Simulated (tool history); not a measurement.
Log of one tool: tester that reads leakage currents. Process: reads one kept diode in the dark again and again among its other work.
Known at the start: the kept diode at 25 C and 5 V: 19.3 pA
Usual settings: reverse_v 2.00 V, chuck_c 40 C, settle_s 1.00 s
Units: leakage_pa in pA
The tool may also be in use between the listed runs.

{"run": 1, "hour": 0.0, "reverse_v": 2.0, "chuck_c": 40, "settle_s": 1.0, "leakage_pa": 43.87}
{"run": 2, "hour": 35.1, "reverse_v": 2.0, "chuck_c": 40, "settle_s": 1.0, "leakage_pa": 43.84}
{"run": 3, "hour": 66.1, "reverse_v": 2.0, "chuck_c": 40, "settle_s": 1.0, "leakage_pa": 43.93}
{"run": 4, "hour": 100.2, "reverse_v": 2.0, "chuck_c": 40, "settle_s": 1.0, "leakage_pa": 44.05}
{"run": 5, "hour": 142.5, "reverse_v": 2.0, "chuck_c": 40, "settle_s": 0.62, "leakage_pa": 44.19}
{"run": 6, "hour": 177.4, "reverse_v": 2.0, "chuck_c": 40, "settle_s": 1.0, "leakage_pa": 43.81}
{"run": 7, "hour": 213.5, "reverse_v": 2.0, "chuck_c": 34, "settle_s": 1.0, "leakage_pa": 26.94}
{"run": 8, "hour": 243.4, "reverse_v": 9.01, "chuck_c": 34, "settle_s": 1.0, "leakage_pa": 59.65}
{"run": 9, "hour": 285.0, "reverse_v": 2.0, "chuck_c": 40, "settle_s": 1.22, "leakage_pa": 43.78}
{"run": 10, "hour": 324.1, "reverse_v": 1.95, "chuck_c": 39, "settle_s": 0.3, "leakage_pa": 40.91}

The next listed run, before its measurement:
{"run": 11, "hour": 344.0, "reverse_v": 4.14, "chuck_c": 47, "settle_s": 1.51, "leakage_pa": "?"}

Run 11 gave leakage_pa 110.56 pA.
Without the tool's hidden state the same run would have given leakage_pa 110.46 pA.
